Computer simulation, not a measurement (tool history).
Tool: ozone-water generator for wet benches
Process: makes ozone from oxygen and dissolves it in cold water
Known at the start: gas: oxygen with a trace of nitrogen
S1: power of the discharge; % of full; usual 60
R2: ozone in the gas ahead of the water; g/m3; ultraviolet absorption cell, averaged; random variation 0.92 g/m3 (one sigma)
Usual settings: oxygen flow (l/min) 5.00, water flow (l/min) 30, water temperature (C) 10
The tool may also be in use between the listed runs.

Run 1, hour 0.0: usual settings. Result: dissolved ozone (ppm) 10.9, R2 131.3 g/m3.
Run 2, hour 120.7: usual settings. Result: dissolved ozone (ppm) 10.9, R2 127.4 g/m3.
Run 3, hour 214.9: usual settings. Result: dissolved ozone (ppm) 10.7, R2 130.4 g/m3.
Run 4, hour 309.5: usual settings. Result: dissolved ozone (ppm) 10.7, R2 129.0 g/m3.
Run 5, hour 380.1: usual settings. Result: dissolved ozone (ppm) 10.9, R2 128.9 g/m3.
Run 6, hour 472.3: usual settings. Result: dissolved ozone (ppm) 10.8, R2 126.8 g/m3.
Run 7, hour 573.1: usual settings but water flow (l/min) 38. Result: dissolved ozone (ppm) 8.4, R2 127.9 g/m3.
Run 8, hour 706.9: usual settings but water flow (l/min) 38. Result: dissolved ozone (ppm) 8.3, R2 127.9 g/m3.
Run 9, hour 866.1: usual settings. Result: dissolved ozone (ppm) 10.4, R2 126.9 g/m3.
Run 10, hour 1017.4: usual settings. Result: dissolved ozone (ppm) 10.6, R2 126.2 g/m3.
Run 11, hour 1108.5: usual settings. Result: dissolved ozone (ppm) 10.2, R2 127.0 g/m3.
Run 12, hour 1190.2: usual settings. Result: dissolved ozone (ppm) 10.3, R2 124.8 g/m3.
Run 13, hour 1267.6: usual settings but water flow (l/min) 19. Result: dissolved ozone (ppm) 16.1, R2 124.5 g/m3.
Run 14, hour 1390.1: usual settings but water flow (l/min) 19. Result: dissolved ozone (ppm) 15.8, R2 123.8 g/m3.
Run 15, hour 1470.5: usual settings but water flow (l/min) 19. Result: dissolved ozone (ppm) 15.9, R2 123.3 g/m3.
Run 16, hour 1607.2: usual settings but S1 81 % of full, oxygen flow (l/min) 3.95, water flow (l/min) 19. Result: dissolved ozone (ppm) 18.4, R2 168.7 g/m3.
Run 17, hour 1694.1: usual settings but oxygen flow (l/min) 2.87, water temperature (C) 7. Result: dissolved ozone (ppm) 10.0, R2 179.0 g/m3.
Run 18, hour 1776.8: usual settings but oxygen flow (l/min) 5.19, water temperature (C) 13. Result: dissolved ozone (ppm) 9.8, R2 119.3 g/m3.
Run 19, hour 1927.0: usual settings but oxygen flow (l/min) 5.19, water temperature (C) 13. Result: dissolved ozone (ppm) 9.9, R2 118.7 g/m3.
At hour 1940.6: water thermometer calibrated.
Run 20, hour 2081.8: usual settings but S1 69 % of full, oxygen flow (l/min) 5.19, water temperature (C) 13. Result: dissolved ozone (ppm) 10.3, R2 125.7 g/m3.
Run 21, hour 2150.7: usual settings but oxygen flow (l/min) 5.49, water temperature (C) 15. Result: dissolved ozone (ppm) 9.5, R2 114.3 g/m3.
Run 22, hour 2215.0: usual settings but S1 81 % of full, oxygen flow (l/min) 5.54, water flow (l/min) 19, water temperature (C) 8. Result: dissolved ozone (ppm) 18.0, R2 129.7 g/m3.
Run 23, hour 2284.2: usual settings but S1 84 % of full, oxygen flow (l/min) 7.15, water flow (l/min) 43, water temperature (C) 9. Result: dissolved ozone (ppm) 8.2, R2 110.5 g/m3.
Run 24, hour 2394.1: usual settings but S1 52 % of full, oxygen flow (l/min) 3.87, water temperature (C) 5. Result: dissolved ozone (ppm) 9.3, R2 134.9 g/m3.
Run 25, hour 2459.8: usual settings but S1 81 % of full, oxygen flow (l/min) 3.87, water flow (l/min) 44, water temperature (C) 11. Result: dissolved ozone (ppm) 7.2, R2 164.3 g/m3.
Run 26, hour 2585.2: usual settings but S1 68 % of full, water flow (l/min) 22. Result: dissolved ozone (ppm) 13.9, R2 126.9 g/m3.
Run 27, hour 2732.6: usual settings but S1 43 % of full, water flow (l/min) 47. Result: dissolved ozone (ppm) 5.1, R2 100.9 g/m3.

4 ways to go on from here, each from the tool as it stands after run 27. What would each give?
Run A, hour 2822.9: usual settings but S1 68 % of full. Result: dissolved ozone (ppm) ?, R2 ?.
Run B, hour 2822.9: usual settings but S1 93 % of full, water flow (l/min) 37. Result: dissolved ozone (ppm) ?, R2 ?.
Run C, hour 2822.9: usual settings but S1 74 % of full, water flow (l/min) 43, water temperature (C) 13. Result: dissolved ozone (ppm) ?, R2 ?.
Run D, hour 2822.9: usual settings but S1 85 % of full. Result: dissolved ozone (ppm) ?, R2 ?.

run  dissolved ozone (ppm)     R2
  A                   10.1  125.8
  B                    9.7  143.2
  C                    7.1  128.8
  D                   11.3  137.1
Without the tool's hidden state the same runs would have given:
run  dissolved ozone (ppm)     R2
  A                   14.2  166.1
  B                   14.1  198.3
  C                   10.1  172.7
  D                   16.4  187.8

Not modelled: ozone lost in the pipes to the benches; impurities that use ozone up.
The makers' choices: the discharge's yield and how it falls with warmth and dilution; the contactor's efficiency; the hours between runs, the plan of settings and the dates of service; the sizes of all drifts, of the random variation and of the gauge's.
